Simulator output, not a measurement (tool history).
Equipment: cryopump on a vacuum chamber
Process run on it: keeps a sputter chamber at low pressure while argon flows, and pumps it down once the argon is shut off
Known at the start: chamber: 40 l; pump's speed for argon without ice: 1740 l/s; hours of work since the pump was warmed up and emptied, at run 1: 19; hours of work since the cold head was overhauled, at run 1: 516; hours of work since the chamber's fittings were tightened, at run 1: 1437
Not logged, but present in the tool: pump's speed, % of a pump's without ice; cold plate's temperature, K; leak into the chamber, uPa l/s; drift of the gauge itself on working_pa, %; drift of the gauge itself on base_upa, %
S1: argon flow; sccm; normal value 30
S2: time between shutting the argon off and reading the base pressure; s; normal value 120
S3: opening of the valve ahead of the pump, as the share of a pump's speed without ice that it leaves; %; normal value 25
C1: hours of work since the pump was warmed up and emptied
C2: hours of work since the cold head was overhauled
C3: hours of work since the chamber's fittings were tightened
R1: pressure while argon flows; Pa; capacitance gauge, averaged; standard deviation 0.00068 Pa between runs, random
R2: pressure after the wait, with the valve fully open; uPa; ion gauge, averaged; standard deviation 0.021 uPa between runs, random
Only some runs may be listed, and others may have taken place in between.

run	day	S1	S2	S3	C1	C2	C3	R1	R2
1	0	30	120	25	19	516	1437	0.1176	1.07
2	0.588	30	120	25	27	524	1445	0.118	1.06
3	1.575	47	120	25	41	538	1458	0.1838	1.09
4	2.308	47	120	42	51	548	1468	0.1097	1.07
5	3.079	30	120	25	62	558	1479	0.1178	1.09
6	3.625	30	120	26	69	566	1487	0.1131	1.08
7	4.058	30	120	26	75	572	1493	0.1132	1.07
8	4.758	30	120	26	85	582	1502	0.1139	1.16
9	5.338	19	120	30	93	589	1510	0.0629	1.08

Forecast run 10:
10	5.817	19	120	30	99	596	1517	?	?

{"run 10": {"R1": 0.0633, "R2": 1.13}}
Were there no unlogged condition in the tool, this run, its random variation unchanged, would have produced R1 0.0619 Pa, R2 0.47 uPa.
